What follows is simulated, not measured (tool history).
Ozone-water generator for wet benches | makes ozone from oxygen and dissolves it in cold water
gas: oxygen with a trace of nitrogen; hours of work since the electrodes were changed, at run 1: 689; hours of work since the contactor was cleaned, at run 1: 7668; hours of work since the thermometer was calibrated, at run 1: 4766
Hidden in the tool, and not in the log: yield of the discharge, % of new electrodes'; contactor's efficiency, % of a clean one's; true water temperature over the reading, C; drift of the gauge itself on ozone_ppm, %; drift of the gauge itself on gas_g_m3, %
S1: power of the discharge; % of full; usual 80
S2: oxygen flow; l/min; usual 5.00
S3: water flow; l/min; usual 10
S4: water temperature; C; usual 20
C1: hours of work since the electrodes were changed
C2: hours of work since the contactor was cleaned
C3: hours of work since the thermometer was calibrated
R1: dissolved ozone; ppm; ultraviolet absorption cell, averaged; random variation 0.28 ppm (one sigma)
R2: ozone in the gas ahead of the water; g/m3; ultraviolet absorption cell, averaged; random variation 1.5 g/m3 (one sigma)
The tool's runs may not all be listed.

run   hour  S1    S2  S3  S4    C1    C2    C3    R1     R2
  1    0.0  80  5.00  10  20   689  7668  4766  43.2  281.3
  2   38.0  80  5.00  10  20   719  7698  4796  43.9  278.1
  3   58.4  80  5.00  10  20   735  7714  4813  43.8  280.1
  4   93.3  80  5.00  10  20   763  7742  4841  43.7  279.2
  5  113.1  80  6.60  10  20   779  7758  4856  39.9  233.0
  6  138.8  80  5.00  10  20   799  7778  4877  44.1  282.5
  7  181.4  80  5.00  10  20   833  7812  4911  43.6  282.6
  8  220.4  80  5.00  10  20   865  7843  4942  43.2  278.1
  9  251.8  80  5.00  10  20   890  7869  4967  43.7  284.7
 10  287.9  99  5.00  10  20   918  7897  4996  49.1  316.2
 11  314.9  99  5.00  10  20   940  7919  5017  48.5  313.4
 12  339.8  99  5.00  10  18   960  7939  5037  51.2  313.2
 13  382.1  99  5.00  10  18   994  7973  5071  51.1  315.0
 14  410.3  99  5.00  10  18  1016  7995  5094  50.2  316.1
 15  429.0  99  5.00  10  18  1031  8010  5108  50.3  317.1
 16  456.2  80  8.43  10  20  1053  8032  5130  36.0  201.0
 17  492.9  80  8.43  10  20  1082  8061  5159  36.3  198.9
 18  518.2  66  8.43  10  18  1102  8081  5180  34.9  180.3
 19  556.4  63  5.52  10  20  1133  8112  5210  37.2  234.5
 20  576.7  63  5.52  10  20  1149  8128  5226  37.8  234.9
 21  603.3  63  5.52  10  20  1170  8149  5248  37.6  237.1
 22  627.6  57  5.52  10  22  1190  8168  5267  34.0  223.2
 23  667.0  57  5.52  10  22  1221  8200  5298  33.8  221.6
 24  688.2  80  5.00  10  25  1238  8217  5315  39.6  288.6
 25  708.6  80  5.00  10  25  1254  8233  5332  39.6  283.2
 26  742.3  66  5.00  10  20  1281  8260  5359  39.2  259.5
     768.4  -- gauge calibrated
 27  781.2  64  5.00  11  20  1312  8291  5390  37.4  248.2
 28  805.2  68  5.00  10  20  1331  8310  5409  40.1  256.9
 29  838.2  96  2.61  16  26  1358  8337  5435  36.4  477.4
 30  867.1  80  5.00  10  23  1381  8360  5458  40.9  279.0
 31  902.2  68  5.00   9  20  1409  8388  5486  41.9  258.6
 32  943.0  80  5.00  11  21  1441  8420  5519  40.8  280.0
 33  970.3  71  7.20   8  13  1463  8442  5541  46.5  207.0

Forecast each of these 4 alternatives for the next run:
  A  991.7  71  7.20  13  13  1480  8459  5558   ?   ?
  B  991.7  52  5.00  13  20  1480  8459  5558   ?   ?
  C  991.7  83  7.20   8  21  1480  8459  5558   ?   ?
  D  991.7  71  7.95   8  13  1480  8459  5558   ?   ?

run    R1     R2
  A  37.1  207.6
  B  30.5  224.8
  C  41.8  224.5
  D  44.8  191.4
Without the tool's hidden state the same runs would have given:
run    R1     R2
  A  37.1  206.0
  B  30.6  223.1
  C  41.8  222.8
  D  44.9  189.9

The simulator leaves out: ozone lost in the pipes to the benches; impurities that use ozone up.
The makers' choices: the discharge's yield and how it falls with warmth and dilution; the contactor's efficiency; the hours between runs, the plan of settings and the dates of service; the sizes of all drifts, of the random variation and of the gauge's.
